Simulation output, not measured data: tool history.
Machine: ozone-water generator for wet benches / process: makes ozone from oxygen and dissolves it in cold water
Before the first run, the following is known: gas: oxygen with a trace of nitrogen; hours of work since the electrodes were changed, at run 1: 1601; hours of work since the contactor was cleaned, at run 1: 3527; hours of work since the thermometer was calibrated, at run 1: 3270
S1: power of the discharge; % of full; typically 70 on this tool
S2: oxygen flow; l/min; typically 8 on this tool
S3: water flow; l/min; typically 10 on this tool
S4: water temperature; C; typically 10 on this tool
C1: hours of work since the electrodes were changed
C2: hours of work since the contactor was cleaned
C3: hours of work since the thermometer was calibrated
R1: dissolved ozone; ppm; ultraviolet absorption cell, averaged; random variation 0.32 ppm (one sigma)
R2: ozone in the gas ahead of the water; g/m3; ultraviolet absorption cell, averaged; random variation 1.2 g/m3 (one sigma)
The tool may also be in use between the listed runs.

{"run": 1, "hour": 0.0, "S1": 70, "S2": 8, "S3": 10, "S4": 10, "C1": 1601, "C2": 3527, "C3": 3270, "R1": 45.4, "R2": 213.5}
{"run": 2, "hour": 32.2, "S1": 70, "S2": 8, "S3": 10, "S4": 10, "C1": 1630, "C2": 3556, "C3": 3299, "R1": 44.4, "R2": 213.2}
{"run": 3, "hour": 84.4, "S1": 70, "S2": 8, "S3": 10, "S4": 10, "C1": 1676, "C2": 3603, "C3": 3346, "R1": 44.7, "R2": 211.3}
{"run": 4, "hour": 132.6, "S1": 70, "S2": 8, "S3": 10, "S4": 10, "C1": 1720, "C2": 3646, "C3": 3389, "R1": 45, "R2": 212.1}
{"run": 5, "hour": 162.1, "S1": 70, "S2": 8, "S3": 10, "S4": 10, "C1": 1746, "C2": 3672, "C3": 3416, "R1": 44.9, "R2": 212}
{"run": 6, "hour": 190.6, "S1": 70, "S2": 8, "S3": 10, "S4": 10, "C1": 1772, "C2": 3698, "C3": 3441, "R1": 45.1, "R2": 212.9}
{"run": 7, "hour": 218.2, "S1": 70, "S2": 8, "S3": 10, "S4": 10, "C1": 1797, "C2": 3723, "C3": 3466, "R1": 44.7, "R2": 212.6}
{"run": 8, "hour": 253.2, "S1": 70, "S2": 8, "S3": 10, "S4": 10, "C1": 1828, "C2": 3754, "C3": 3497, "R1": 44.6, "R2": 207.4}
{"run": 9, "hour": 287.3, "S1": 70, "S2": 8, "S3": 10, "S4": 10, "C1": 1859, "C2": 3785, "C3": 3528, "R1": 44.7, "R2": 210.7}
{"run": 10, "hour": 334.8, "S1": 70, "S2": 8, "S3": 10, "S4": 10, "C1": 1901, "C2": 3828, "C3": 3571, "R1": 44, "R2": 211.7}
{"run": 11, "hour": 370.7, "S1": 70, "S2": 8, "S3": 10, "S4": 10, "C1": 1934, "C2": 3860, "C3": 3603, "R1": 44.3, "R2": 211.7}
{"run": 12, "hour": 398.8, "S1": 70, "S2": 8, "S3": 10, "S4": 10, "C1": 1959, "C2": 3885, "C3": 3628, "R1": 44.2, "R2": 212}
{"run": 13, "hour": 427.4, "S1": 70, "S2": 8, "S3": 10, "S4": 10, "C1": 1985, "C2": 3911, "C3": 3654, "R1": 43.8, "R2": 209.9}
{"run": 14, "hour": 477.6, "S1": 70, "S2": 8, "S3": 10, "S4": 10, "C1": 2030, "C2": 3956, "C3": 3699, "R1": 43.9, "R2": 209.8}
{"hour": 484.7, "done": "contactor cleaned"}
{"run": 15, "hour": 521.4, "S1": 49, "S2": 8, "S3": 10, "S4": 10, "C1": 2066, "C2": 33, "C3": 3735, "R1": 32, "R2": 158.2}
{"run": 16, "hour": 566.6, "S1": 58, "S2": 8, "S3": 10, "S4": 10, "C1": 2106, "C2": 74, "C3": 3775, "R1": 36.1, "R2": 180.2}
{"run": 17, "hour": 590.6, "S1": 58, "S2": 8, "S3": 13, "S4": 10, "C1": 2128, "C2": 95, "C3": 3797, "R1": 30.9, "R2": 181.3}
{"run": 18, "hour": 637.1, "S1": 66, "S2": 10.49, "S3": 13, "S4": 10, "C1": 2169, "C2": 137, "C3": 3839, "R1": 32.8, "R2": 173.6}
{"run": 19, "hour": 687.0, "S1": 66, "S2": 10.49, "S3": 13, "S4": 10, "C1": 2214, "C2": 182, "C3": 3884, "R1": 32.7, "R2": 174.7}
{"run": 20, "hour": 739.9, "S1": 66, "S2": 10.49, "S3": 13, "S4": 10, "C1": 2262, "C2": 229, "C3": 3931, "R1": 32.7, "R2": 173.9}
{"hour": 774.8, "done": "contactor cleaned, once more"}
{"run": 21, "hour": 790.4, "S1": 92, "S2": 8, "S3": 13, "S4": 10, "C1": 2304, "C2": 14, "C3": 3973, "R1": 49.7, "R2": 255.2}
{"run": 22, "hour": 842.2, "S1": 53, "S2": 9.21, "S3": 13, "S4": 10, "C1": 2350, "C2": 61, "C3": 4019, "R1": 32.7, "R2": 155.6}
{"run": 23, "hour": 888.4, "S1": 53, "S2": 9.21, "S3": 13, "S4": 10, "C1": 2392, "C2": 102, "C3": 4061, "R1": 32.2, "R2": 155.4}
{"run": 24, "hour": 935.0, "S1": 69, "S2": 4.3, "S3": 14, "S4": 8, "C1": 2434, "C2": 144, "C3": 4103, "R1": 39, "R2": 275.7}
{"run": 25, "hour": 977.4, "S1": 64, "S2": 8, "S3": 10, "S4": 16, "C1": 2472, "C2": 182, "C3": 4141, "R1": 37.5, "R2": 192.3}
{"run": 26, "hour": 1012.8, "S1": 80, "S2": 4.56, "S3": 10, "S4": 16, "C1": 2503, "C2": 214, "C3": 4173, "R1": 48.4, "R2": 299.1}
{"run": 27, "hour": 1038.8, "S1": 70, "S2": 4.08, "S3": 10, "S4": 12, "C1": 2527, "C2": 237, "C3": 4196, "R1": 46.8, "R2": 284.8}
{"run": 28, "hour": 1091.6, "S1": 79, "S2": 4.08, "S3": 10, "S4": 12, "C1": 2574, "C2": 285, "C3": 4244, "R1": 51.1, "R2": 310.9}
{"run": 29, "hour": 1123.4, "S1": 79, "S2": 4.08, "S3": 10, "S4": 12, "C1": 2603, "C2": 313, "C3": 4272, "R1": 51.4, "R2": 310}
{"run": 30, "hour": 1163.7, "S1": 75, "S2": 4.08, "S3": 10, "S4": 8, "C1": 2639, "C2": 349, "C3": 4308, "R1": 52.7, "R2": 300.8}
{"run": 31, "hour": 1211.1, "S1": 75, "S2": 4.08, "S3": 10, "S4": 8, "C1": 2682, "C2": 392, "C3": 4351, "R1": 52.1, "R2": 296.9}
{"run": 32, "hour": 1259.6, "S1": 75, "S2": 4.08, "S3": 10, "S4": 8, "C1": 2725, "C2": 436, "C3": 4394, "R1": 52.5, "R2": 294}
{"run": 33, "hour": 1308.7, "S1": 92, "S2": 4.08, "S3": 12, "S4": 7, "C1": 2769, "C2": 480, "C3": 4439, "R1": 53.9, "R2": 347.7}

Consider 3 possible next runs. They are alternatives, not a sequence: every one starts from the tool as it was left by run 33. What does each give?
{"run": "A", "hour": 1343.5, "S1": 92, "S2": 8.2, "S3": 8, "S4": 7, "C1": 2801, "C2": 511, "C3": 4470, "R1": "?", "R2": "?"}
{"run": "B", "hour": 1343.5, "S1": 43, "S2": 8, "S3": 13, "S4": 6, "C1": 2801, "C2": 511, "C3": 4470, "R1": "?", "R2": "?"}
{"run": "C", "hour": 1343.5, "S1": 85, "S2": 10.95, "S3": 10, "S4": 7, "C1": 2801, "C2": 511, "C3": 4470, "R1": "?", "R2": "?"}

run=A R1=66 R2=242.9
run=B R1=29.7 R2=141.3
run=C R1=53 R2=201.8
With the hidden condition removed and each run's random variation left untouched, the same runs would have given:
run=A R1=76 R2=273.7
run=B R1=32.2 R2=150.2
run=C R1=60.8 R2=226

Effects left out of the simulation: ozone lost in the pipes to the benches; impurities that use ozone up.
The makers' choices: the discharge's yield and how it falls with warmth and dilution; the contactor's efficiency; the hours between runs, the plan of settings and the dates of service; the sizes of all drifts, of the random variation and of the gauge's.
